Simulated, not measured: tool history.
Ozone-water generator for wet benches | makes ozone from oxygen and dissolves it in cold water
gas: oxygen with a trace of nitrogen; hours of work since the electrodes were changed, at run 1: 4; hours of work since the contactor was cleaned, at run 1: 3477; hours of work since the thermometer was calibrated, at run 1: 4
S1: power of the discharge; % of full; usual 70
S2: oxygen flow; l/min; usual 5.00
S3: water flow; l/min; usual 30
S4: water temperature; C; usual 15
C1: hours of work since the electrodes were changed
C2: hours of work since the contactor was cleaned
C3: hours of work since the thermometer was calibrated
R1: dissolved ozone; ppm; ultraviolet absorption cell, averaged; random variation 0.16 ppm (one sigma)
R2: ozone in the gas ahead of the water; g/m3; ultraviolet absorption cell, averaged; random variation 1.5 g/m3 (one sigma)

run     day   S1    S2  S3  S4    C1    C2    C3    R1     R2
  1   0.000   70  5.00  30  15     4  3477     4  20.0  280.5
  2   2.638   70  5.00  30  15    67  3540    67  20.0  277.4
  3   5.912   70  5.00  30  15   144  3617   144  19.9  278.6
  4   8.558   70  5.00  30  15   207  3680   207  19.8  275.6
  5  10.029   70  5.00  30  15   242  3715   242  19.6  277.9
  6  13.396   70  4.86  30  15   322  3795   322  19.6  281.7
  7  15.567   90  5.00  30  15   374  3847   374  23.6  327.1
  8  18.325   90  5.00  30  15   439  3912   439  23.8  329.0
  9  21.571   70  5.00  30  15   516  3989   516  19.9  277.3
 10  23.571   70  5.00  30  15   564  4037   564  19.7  277.3
 11  25.350   70  5.00  30  16   606  4079   606  19.7  277.4
 12  28.962   70  3.55  30  15   692  4165   692  17.5  318.3
 13  30.721   70  3.55  30  15   733  4206   733  17.6  317.2
 14  33.258   70  3.55  30  15   794  4267   794  17.5  318.5
 15  34.996   70  5.00  30  15   835  4308   835  19.7  273.9
 16  36.958   70  5.00  28  15   882  4355   882  20.9  278.3
 17  40.221   70  5.00  28  15   959  4432   959  20.8  278.1
 18  43.250   70  5.00  28  15  1031  4504  1031  21.1  274.5
 19  45.775   41  5.80  28  15  1091  4564  1091  14.9  176.6
 20  48.921   47  5.00  29  11  1166  4639  1166  15.8  206.4
 21  52.179   47  5.00  29  11  1243  4716  1243  15.6  208.1
 22  54.071  100  7.89  30  15  1288  4761  1288  27.7  294.3
 23  56.162  100  7.89  30  15  1338  4811  1338  27.1  292.4
 24  58.454  100  3.54  30  12  1392  4865  1392  22.8  403.0
 25  60.412  100  3.54  30  12  1439  4912  1439  22.7  407.0
 26  62.767   42  5.95  29  11  1494  4967  1494  15.4  178.0
 27  65.012   42  5.95  29  11  1548  5021  1548  15.0  179.3
 28  67.538   70  5.00  23  17  1608  5081  1608  25.0  270.9
 29  69.812   52  5.00  24  17  1662  5135  1662  18.8  219.1
 30  73.138   52  5.00  24  17  1741  5214  1741  19.3  222.3
 31  75.788   70  5.00  30   7  1804  5277  1804  20.6  275.0
 32  77.288   70  5.00  36   7  1839  5312  1839  16.8  272.0

Forecast each of these 3 alternatives for the next run:
  A  79.525  70  5.00  30   9  1892  5365  1892   ?   ?
  B  79.525  70  3.81  46   7  1892  5365  1892   ?   ?
  C  79.525  74  5.00  36   8  1892  5365  1892   ?   ?

run    R1     R2
  A  20.3  273.3
  B  11.0  305.2
  C  17.5  283.1
Without the tool's hidden state the same runs would have given:
run    R1     R2
  A  22.0  278.5
  B  12.1  311.1
  C  19.1  288.8

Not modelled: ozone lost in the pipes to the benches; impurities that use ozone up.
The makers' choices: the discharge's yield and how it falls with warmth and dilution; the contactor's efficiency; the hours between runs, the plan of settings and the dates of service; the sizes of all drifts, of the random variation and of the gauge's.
